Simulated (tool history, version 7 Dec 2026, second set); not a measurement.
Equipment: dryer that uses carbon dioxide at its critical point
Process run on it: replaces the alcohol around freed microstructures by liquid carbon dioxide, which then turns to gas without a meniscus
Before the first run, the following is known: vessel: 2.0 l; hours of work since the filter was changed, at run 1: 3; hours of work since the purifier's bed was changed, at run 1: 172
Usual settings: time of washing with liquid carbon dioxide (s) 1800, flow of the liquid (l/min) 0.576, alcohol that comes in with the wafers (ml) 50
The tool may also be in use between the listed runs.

run,hour,time of washing with liquid carbon dioxide (s),flow of the liquid (l/min),alcohol that comes in with the wafers (ml),hours of work since the filter was changed,hours of work since the purifier's bed was changed,alcohol left in the vessel before it's heated (ppm by volume)
1,0.0,1800,0.576,50,3,172,46
2,12.1,1200,0.576,50,8,177,192
3,21.8,1200,0.576,20,13,182,109
4,38.1,1200,0.576,20,20,189,101
5,55.9,1200,0.576,20,28,197,110
6,67.2,1200,0.576,20,33,202,110
7,75.9,1200,0.576,20,37,206,99
8,84.6,1800,0.576,28,41,210,57
9,97.8,1800,0.576,28,47,216,49
10,106.8,1800,0.576,28,51,220,51
11,119.7,1680,0.576,50,57,226,76
12,130.1,1680,0.576,50,62,231,69
13,145.5,1680,0.576,50,69,238,79
14,160.1,1800,0.576,45,75,244,53
15,169.1,1800,0.576,45,79,248,62
16,178.5,1800,0.576,45,83,253,60
17,188.4,1800,0.576,45,88,257,67
18,204.8,1800,0.576,45,95,265,67
19,220.9,1800,0.576,45,103,272,67
20,233.1,2760,0.879,26,108,277,67
21,251.7,2760,0.879,26,117,286,61
22,264.6,2760,0.879,26,123,292,64
23,273.8,2760,0.879,26,127,296,70
24,291.4,1200,0.482,51,135,304,499
25,312.0,1800,0.692,60,144,313,72
26,327.0,1200,0.792,56,151,320,95
27,341.7,1200,0.792,56,157,327,108
28,361.7,2700,0.939,113,166,336,72
29,375.6,2640,0.665,111,173,342,72
30,386.6,1800,0.578,24,178,347,77
31,403.2,1800,0.578,24,185,354,88
32,416.9,1200,0.576,104,191,361,499
33,427.3,1200,0.576,104,196,365,511
34,442.0,2400,0.593,50,203,372,80
35,460.8,1800,0.449,106,211,380,269
36,479.5,1140,0.576,100,220,389,601
37,497.0,2280,0.402,50,228,397,116
38,516.8,2280,0.402,50,237,406,122

Predict each of these 3 candidate next runs independently; none follows another, all start after run 38:
A,529.5,1980,0.594,51,242,412,?
B,529.5,1440,0.402,117,242,412,?
C,529.5,1740,0.434,89,242,412,?

run,alcohol left in the vessel before it's heated (ppm by volume)
A,98
B,1143
C,329
Had the tool no hidden state, the same runs would have come out as:
run,alcohol left in the vessel before it's heated (ppm by volume)
A,12
B,787
C,168
